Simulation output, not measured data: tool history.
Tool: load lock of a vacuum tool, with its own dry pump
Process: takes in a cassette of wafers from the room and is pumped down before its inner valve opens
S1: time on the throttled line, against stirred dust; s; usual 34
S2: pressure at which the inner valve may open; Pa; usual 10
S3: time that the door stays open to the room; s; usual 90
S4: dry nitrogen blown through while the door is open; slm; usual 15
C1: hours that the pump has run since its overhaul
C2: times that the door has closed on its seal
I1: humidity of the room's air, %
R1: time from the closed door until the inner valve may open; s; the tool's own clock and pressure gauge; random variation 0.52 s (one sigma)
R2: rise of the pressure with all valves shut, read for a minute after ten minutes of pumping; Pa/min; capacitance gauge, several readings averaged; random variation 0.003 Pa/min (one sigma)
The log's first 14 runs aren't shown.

Run 15, hour 1164: usual settings but S2 8 Pa; C1 2986; C2 16131; I1 42.7. Result: R1 72.6 s, R2 0.05 Pa/min.
Run 16, hour 1237.4: usual settings but S2 8 Pa; C1 3059; C2 16261; I1 45.6. Result: R1 71.7 s, R2 0.056 Pa/min.
Run 17, hour 1309.7: usual settings but S2 8 Pa; C1 3132; C2 16388; I1 46.8. Result: R1 71.6 s, R2 0.054 Pa/min.
Run 18, hour 1368.5: usual settings; C1 3191; C2 16492; I1 43.1. Result: R1 70.4 s, R2 0.05 Pa/min.
Run 19, hour 1450.1: usual settings; C1 3272; C2 16636; I1 45.5. Result: R1 70.1 s, R2 0.051 Pa/min.
Run 20, hour 1566.7: usual settings; C1 3389; C2 16842; I1 42.1. Result: R1 70.2 s, R2 0.049 Pa/min.
Run 21, hour 1671.7: usual settings but S1 39 s, S2 11 Pa, S3 203 s; C1 3494; C2 17028; I1 46.2. Result: R1 73 s, R2 0.071 Pa/min.
Run 22, hour 1771.2: usual settings but S1 39 s, S2 11 Pa, S3 203 s, S4 41 slm; C1 3593; C2 17203; I1 44.3. Result: R1 74.3 s, R2 0.044 Pa/min.
Run 23, hour 1825.2: usual settings but S1 39 s, S2 11 Pa, S3 203 s, S4 41 slm; C1 3647; C2 17299; I1 48. Result: R1 74.4 s, R2 0.043 Pa/min.
Run 24, hour 1876.6: usual settings but S2 13 Pa; C1 3699; C2 17389; I1 44. Result: R1 69.6 s, R2 0.052 Pa/min.
Run 25, hour 1924.1: usual settings but S1 51 s, S4 16 slm; C1 3746; C2 17473; I1 46. Result: R1 83.9 s, R2 0.053 Pa/min.
Run 26, hour 1989.4: usual settings but S2 15 Pa, S3 59 s; C1 3811; C2 17589; I1 42.1. Result: R1 67.8 s, R2 0.038 Pa/min.
Run 27, hour 2068.2: usual settings but S2 15 Pa, S3 59 s, S4 25 slm; C1 3890; C2 17728; I1 43.2. Result: R1 68 s, R2 0.039 Pa/min.
Run 28, hour 2144.7: usual settings but S3 63 s, S4 7 slm; C1 3967; C2 17863; I1 44.3. Result: R1 70.6 s, R2 0.052 Pa/min.
Run 29, hour 2211.5: usual settings but S3 63 s, S4 7 slm; C1 4034; C2 17981; I1 40.8. Result: R1 70.2 s, R2 0.054 Pa/min.
Run 30, hour 2326.2: usual settings but S1 53 s; C1 4148; C2 18183; I1 46.6. Result: R1 85.1 s, R2 0.052 Pa/min.
Run 31, hour 2410.1: usual settings but S1 53 s; C1 4232; C2 18331; I1 46.3. Result: R1 84.8 s, R2 0.052 Pa/min.
Run 32, hour 2462.6: usual settings but S1 53 s, S3 202 s, S4 13 slm; C1 4285; C2 18424; I1 46.4. Result: R1 85.5 s, R2 0.074 Pa/min.
Run 33, hour 2535.2: usual settings but S1 33 s; C1 4357; C2 18552; I1 42.7. Result: R1 68.8 s, R2 0.052 Pa/min.
Run 34, hour 2632.3: usual settings but S2 13 Pa, S3 29 s, S4 16 slm; C1 4454; C2 18724; I1 44.3. Result: R1 68.9 s, R2 0.033 Pa/min.
Run 35, hour 2714.7: usual settings but S2 13 Pa, S3 29 s, S4 16 slm; C1 4537; C2 18869; I1 48. Result: R1 69.2 s, R2 0.04 Pa/min.
Run 36, hour 2831.2: usual settings but S2 13 Pa, S3 29 s, S4 16 slm; C1 4653; C2 19075; I1 45.6. Result: R1 69.9 s, R2 0.037 Pa/min.
Run 37, hour 2928: usual settings but S1 65 s, S3 164 s, S4 28 slm; C1 4750; C2 19246; I1 43.7. Result: R1 94.8 s, R2 0.045 Pa/min.

Forecast each of these 3 alternatives for the next run:
Run A, hour 2984: usual settings but S1 65 s, S2 11 Pa, S3 164 s, S4 28 slm; C1 4806; C2 19345; I1 46.1. Result: R1 ?, R2 ?.
Run B, hour 2984: usual settings but S1 65 s, S3 164 s, S4 9 slm; C1 4806; C2 19345; I1 45. Result: R1 ?, R2 ?.
Run C, hour 2984: usual settings but S1 43 s, S2 12 Pa, S3 164 s, S4 28 slm; C1 4806; C2 19345; I1 46.9. Result: R1 ?, R2 ?.

run    R1     R2
  A  92.9   0.05
  B  93.3  0.074
  C  75.7  0.049
Without the tool's hidden state the same runs would have given:
run    R1     R2
  A  92.9  0.047
  B  93.3  0.071
  C  75.7  0.046
